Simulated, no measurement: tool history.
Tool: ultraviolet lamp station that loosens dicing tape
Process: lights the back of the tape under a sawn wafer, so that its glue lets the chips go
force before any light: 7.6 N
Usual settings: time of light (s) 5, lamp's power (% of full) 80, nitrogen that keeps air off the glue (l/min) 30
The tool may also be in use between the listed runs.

run    hour  time of light (s)  lamp's power (% of full)  nitrogen that keeps air off the glue (l/min)  force that peels the tape off (N)  light that reached the tape (mJ/cm2)
  1     0.0                  5                        80                                            30                              0.263                                   353
  2    69.6                  6                        80                                            30                              0.177                                   415
  3   129.9                  5                        80                                            13                              0.661                                   343
      141.0  -- window cleaned of glue's vapour
  4   180.2                  3                        80                                            30                              0.963                                   197
  5   241.6                  5                        80                                            30                              0.297                                   327
  6   313.8                  5                        80                                            30                              0.326                                   317
  7   390.8                  5                        80                                            30                              0.347                                   311
  8   445.8                  5                        80                                            30                              0.363                                   310
  9   527.2                  5                        80                                            30                              0.364                                   301
 10   613.0                  5                        80                                            30                              0.400                                   292
      631.4  -- window cleaned of glue's vapour, once more
 11   680.7                  5                        80                                            30                              0.283                                   345
 12   722.5                  5                        80                                            30                              0.278                                   342
 13   772.7                  5                        80                                            30                              0.285                                   338
 14   827.1                  4                        63                                            14                              1.604                                   210
 15   906.7                  4                        69                                            14                              1.426                                   222
 16   985.1                  8                        80                                            30                              0.116                                   504
 17  1066.2                  5                        61                                            30                              0.668                                   237
 18  1144.9                  5                        98                                            11                              0.650                                   374
 19  1212.8                  2                        65                                            11                              3.865                                    95

Forecast each of these 5 alternatives for the next run:
  A  1248.8                  5                        84                                            57                                  ?                                     ?
  B  1248.8                  5                        80                                            10                                  ?                                     ?
  C  1248.8                  5                        65                                            22                                  ?                                     ?
  D  1248.8                  9                        80                                            49                                  ?                                     ?
  E  1248.8                  2                        65                                            39                                  ?                                     ?

run  force that peels the tape off (N)  light that reached the tape (mJ/cm2)
  A                              0.184                                   308
  B                              1.138                                   294
  C                              0.857                                   239
  D                              0.085                                   533
  E                              2.513                                    94
Without the tool's hidden state the same runs would have given:
run  force that peels the tape off (N)  light that reached the tape (mJ/cm2)
  A                              0.107                                   400
  B                              0.665                                   382
  C                              0.475                                   312
  D                              0.079                                   694
  E                              1.803                                   123
